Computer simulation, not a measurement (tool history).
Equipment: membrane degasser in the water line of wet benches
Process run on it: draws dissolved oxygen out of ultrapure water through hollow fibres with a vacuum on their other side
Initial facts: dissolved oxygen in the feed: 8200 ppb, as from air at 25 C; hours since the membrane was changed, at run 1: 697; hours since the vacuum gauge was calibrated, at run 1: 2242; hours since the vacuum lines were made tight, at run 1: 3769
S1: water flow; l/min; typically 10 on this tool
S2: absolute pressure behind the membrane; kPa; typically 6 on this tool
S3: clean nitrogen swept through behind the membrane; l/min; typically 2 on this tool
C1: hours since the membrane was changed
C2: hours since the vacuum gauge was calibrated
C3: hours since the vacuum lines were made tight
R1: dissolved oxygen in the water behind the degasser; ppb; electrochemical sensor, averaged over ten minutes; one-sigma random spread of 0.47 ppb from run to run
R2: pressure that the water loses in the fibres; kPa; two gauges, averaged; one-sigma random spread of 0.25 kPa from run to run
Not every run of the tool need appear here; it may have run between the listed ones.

Run 1, day 0: usual settings; C1 697; C2 2242; C3 3769. Result: R1 36.1 ppb, R2 64.93 kPa.
Run 2, day 6.262: usual settings but S2 10.51 kPa; C1 847; C2 2392; C3 3919. Result: R1 90.1 ppb, R2 65.26 kPa.
Run 3, day 16.071: usual settings but S2 10.51 kPa; C1 1083; C2 2628; C3 4155. Result: R1 92.1 ppb, R2 64.93 kPa.
Run 4, day 22.804: usual settings but S2 4.91 kPa; C1 1244; C2 2789; C3 4316. Result: R1 22.5 ppb, R2 64.81 kPa.
Run 5, day 34.008: usual settings but S2 6.69 kPa; C1 1513; C2 3058; C3 4585. Result: R1 44.4 ppb, R2 64.1 kPa.
Run 6, day 42.008: usual settings but S2 6.69 kPa; C1 1705; C2 3250; C3 4777. Result: R1 44 ppb, R2 64.37 kPa.
Run 7, day 50.042: usual settings but S2 6.69 kPa; C1 1898; C2 3443; C3 4970. Result: R1 44.6 ppb, R2 64.48 kPa.
At day 52.362: vacuum gauge calibrated.
Run 8, day 55.488: usual settings; C1 2028; C2 75; C3 5100. Result: R1 35.5 ppb, R2 64.59 kPa.
Run 9, day 61.062: usual settings; C1 2162; C2 209; C3 5234. Result: R1 37 ppb, R2 64.3 kPa.
Run 10, day 66.721: usual settings; C1 2298; C2 345; C3 5370. Result: R1 35.5 ppb, R2 64.29 kPa.
Run 11, day 72.721: usual settings; C1 2442; C2 489; C3 5514. Result: R1 35.6 ppb, R2 64.41 kPa.
Run 12, day 82.383: usual settings but S1 9 l/min; C1 2673; C2 720; C3 5746. Result: R1 32.8 ppb, R2 57.41 kPa.
Run 13, day 88.646: usual settings but S1 9 l/min, S3 1.83 l/min; C1 2824; C2 871; C3 5896. Result: R1 34.2 ppb, R2 57.58 kPa.
At day 95.842: seals of the vacuum lines changed.
Run 14, day 97.342: usual settings but S1 9 l/min, S3 1.83 l/min; C1 3031; C2 1077; C3 36. Result: R1 35.4 ppb, R2 57.6 kPa.
Run 15, day 106.196: usual settings; C1 3243; C2 1290; C3 248. Result: R1 35.8 ppb, R2 64.02 kPa.
Run 16, day 115.762: usual settings; C1 3473; C2 1520; C3 478. Result: R1 35.7 ppb, R2 63.97 kPa.
Run 17, day 127.579: usual settings but S1 14 l/min, S2 6.08 kPa, S3 0.99 l/min; C1 3756; C2 1803; C3 762. Result: R1 100 ppb, R2 89.48 kPa.
Run 18, day 132.8: usual settings but S1 9 l/min, S2 14.41 kPa, S3 1.41 l/min; C1 3881; C2 1928; C3 887. Result: R1 171 ppb, R2 57.48 kPa.
Run 19, day 142.596: usual settings but S2 7.18 kPa, S3 1.19 l/min; C1 4117; C2 2164; C3 1122. Result: R1 80.3 ppb, R2 63.15 kPa.
Run 20, day 147.883: usual settings but S2 7.18 kPa, S3 1.19 l/min; C1 4243; C2 2290; C3 1249. Result: R1 81.2 ppb, R2 63.19 kPa.
Run 21, day 153.821: usual settings but S1 8 l/min, S2 4.9 kPa, S3 4.96 l/min; C1 4386; C2 2433; C3 1392. Result: R1 7.5 ppb, R2 50.88 kPa.
Run 22, day 165.358: usual settings but S1 15 l/min, S3 0.92 l/min; C1 4663; C2 2710; C3 1668. Result: R1 114.3 ppb, R2 95 kPa.
At day 168.212: gauge calibrated.
Run 23, day 174.562: usual settings but S1 16 l/min, S3 2.18 l/min; C1 4884; C2 2931; C3 1889. Result: R1 59.3 ppb, R2 103.97 kPa.
Run 24, day 180.679: usual settings but S3 1.31 l/min; C1 5031; C2 3078; C3 2036. Result: R1 51.8 ppb, R2 64.75 kPa.
Run 25, day 188.696: usual settings but S1 11 l/min, S2 6.84 kPa, S3 3.36 l/min; C1 5223; C2 3270; C3 2228. Result: R1 31.8 ppb, R2 71.7 kPa.
At day 197.933: vacuum gauge calibrated.
Run 26, day 200.304: usual settings but S2 6.86 kPa; C1 5501; C2 57; C3 2507. Result: R1 46.6 ppb, R2 64.29 kPa.
Run 27, day 206.804: usual settings but S2 4.66 kPa; C1 5657; C2 213; C3 2663. Result: R1 19.1 ppb, R2 64.81 kPa.
Run 28, day 213.65: usual settings but S2 4.66 kPa; C1 5821; C2 377; C3 2827. Result: R1 19.8 ppb, R2 64.49 kPa.
Run 29, day 222.3: usual settings but S2 4.66 kPa; C1 6029; C2 585; C3 3034. Result: R1 19.2 ppb, R2 64.45 kPa.
Run 30, day 228.825: usual settings but S3 0.89 l/min; C1 6186; C2 741; C3 3191. Result: R1 76.2 ppb, R2 64.26 kPa.
Run 31, day 234.429: usual settings but S2 5.65 kPa, S3 2.98 l/min; C1 6320; C2 876; C3 3326. Result: R1 22.4 ppb, R2 64.57 kPa.

Pick out some run-to-run changes in R2. Of each, how much would a tool without hidden state show as well, from the settings, what came in and chance, and how much is left for the hidden state and any gauge scatter not in both results compared?
Unlogged tool condition in this case: membrane still open, %; true pressure behind the membrane over the reading, kPa; air that leaks in behind the membrane, l/min; drift of the gauge itself on oxygen_ppb, %; drift of the gauge itself on loss_of_pressure_kpa, %.
Run 16 -> 17: S1 10 -> 14, S2 6 -> 6.08, S3 2 -> 0.99. R2 +25.51 kPa: hidden state -0.65, all else +26.16.
Run 17 -> 18: S1 14 -> 9, S2 6.08 -> 14.41, S3 0.99 -> 1.41. R2 -32 kPa: hidden state +0.61, all else -32.61.
Run 21 -> 22: S1 8 -> 15, S2 4.9 -> 6, S3 4.96 -> 0.92. R2 +44.12 kPa: hidden state -1.3, all else +45.42.
Run 22 -> 23: S1 15 -> 16, S3 0.92 -> 2.18, gauge calibrated. R2 +8.97 kPa: hidden state +2.62, all else +6.35.
Run 23 -> 24: S1 16 -> 10, S3 2.18 -> 1.31. R2 -39.22 kPa: hidden state -0.08, all else -39.14.
